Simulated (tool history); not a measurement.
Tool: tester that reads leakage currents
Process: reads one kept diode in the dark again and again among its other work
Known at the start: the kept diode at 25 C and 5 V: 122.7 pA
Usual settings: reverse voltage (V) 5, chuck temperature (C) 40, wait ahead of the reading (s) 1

run,hour,reverse voltage (V),chuck temperature (C),wait ahead of the reading (s),current that the tester gives (pA)
1,0,5,40,1,465.35
2,81,5,40,1,460.79
3,133.1,5,33,1,249.41
# hour 168.6: tester calibrated
4,190,5,33,1,249.39
5,229.3,7.04,40,1,534.42
6,300.5,5,40,1,463.22
7,343,5,40,1,461.43
# hour 398.9: tester calibrated, once more
8,431.5,5,40,6.32,446.73
9,485.6,5,31,6.32,200.68
10,563.6,5,31,6.32,200.77
11,619.3,5,31,6.32,200.57
12,694.9,5,31,6.32,201.1
13,750.8,5,33,1,241.05
14,827,5,33,1,239.06
15,884.5,5,40,1,442.53
16,936.4,5,40,1,439.48
17,1005.1,5,21,1.7,82.39
# hour 1047.8: chuck's temperature calibrated
18,1051.6,5,21,1.7,94.29
19,1088.3,5,21,1.7,94.04
20,1151.9,5,21,1.7,94.25
21,1220.9,10.54,40,1.76,684.87
22,1302.4,4.84,26,2.46,143.7
23,1346.9,5.94,23,5.86,120.53
# hour 1413.9: probe card cleaned and baked
24,1430.4,12.1,36,4.82,484.25
25,1488.2,2.67,44,0.66,528.56
26,1557.4,1.95,44,1.17,465.53
27,1603.2,1.95,44,1.17,465.86
28,1652.8,10.51,44,1.93,918.05
29,1697.3,1.99,44,3.01,465.43
30,1752.8,14.22,24,1.82,170.67

Run 31 comes next. What will it give?
31,1833.6,14.22,24,1.82,?

Run 31 gave current that the tester gives (pA) 170.95.
Without the tool's hidden state the same run would have given current that the tester gives (pA) 172.23.

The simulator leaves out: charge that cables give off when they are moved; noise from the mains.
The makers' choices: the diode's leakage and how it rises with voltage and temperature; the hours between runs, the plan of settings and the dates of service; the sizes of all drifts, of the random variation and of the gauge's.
